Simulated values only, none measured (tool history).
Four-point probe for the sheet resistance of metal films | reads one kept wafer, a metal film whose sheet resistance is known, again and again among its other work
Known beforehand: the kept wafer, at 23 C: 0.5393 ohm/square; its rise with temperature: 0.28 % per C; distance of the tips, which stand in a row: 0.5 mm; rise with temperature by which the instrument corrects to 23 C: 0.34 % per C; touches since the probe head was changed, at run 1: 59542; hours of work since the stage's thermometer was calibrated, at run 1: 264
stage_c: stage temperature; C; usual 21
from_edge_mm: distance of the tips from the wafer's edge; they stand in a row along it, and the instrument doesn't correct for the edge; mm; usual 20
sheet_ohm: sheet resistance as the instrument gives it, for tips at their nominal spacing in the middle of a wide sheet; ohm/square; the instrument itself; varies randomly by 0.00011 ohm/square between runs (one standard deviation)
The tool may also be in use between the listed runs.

run	hour	stage_c	from_edge_mm	touches since the probe head was changed	hours of work since the stage's thermometer was calibrated	sheet_ohm
1	0.0	21	20	59542	264	0.534001
2	47.5	21	20	61121	295	0.533832
3	78.1	21	43	62136	315	0.533595
4	114.7	21	43	63352	338	0.533638
5	158.1	21	43	64794	366	0.533533
6	200.0	21	43	66187	394	0.533318
7	239.0	21	43	67481	419	0.533313
8	276.8	21	43	68739	443	0.533088
9	339.9	21	20	70834	484	0.533446
# hour 363.3: new probe head fitted
10	380.8	21	20	583	510	0.542734
11	436.5	18	20	2433	546	0.543767
12	474.6	18	20	3698	571	0.543731
13	522.7	21	4	5298	602	0.546998
14	567.4	21	4	6780	631	0.546918
15	595.0	21	56	7697	649	0.542284
16	652.2	21	56	9597	686	0.542195
17	693.1	21	56	10958	712	0.542130
18	742.8	21	56	12609	744	0.541874
19	771.5	21	56	13563	763	0.541968
20	812.2	21	56	14914	789	0.541986
21	858.4	21	56	16448	819	0.541667
22	920.5	21	5	18510	860	0.544487
23	956.3	21	3	19701	883	0.549501
24	1000.4	25	27	21164	911	0.540362
25	1048.5	27	27	22764	942	0.539651
26	1094.9	24	55	24304	973	0.540325
27	1128.7	30	11	25427	994	0.538812
28	1181.1	30	11	27170	1028	0.538940
29	1219.2	18	8	28433	1053	0.543177
30	1283.3	18	8	30562	1095	0.543120
31	1332.7	31	18	32204	1127	0.537971
32	1367.5	31	18	33362	1149	0.537811
33	1428.4	23	32	35383	1188	0.540033
34	1478.5	23	32	37049	1221	0.539913

Forecast run 35:
35	1536.4	23	32	38972	1258	?

Run 35 measured sheet_ohm 0.539964 ohm/square.
On a tool with no hidden condition, and with the same random variation, this run would have come out at sheet_ohm 0.539476 ohm/square.
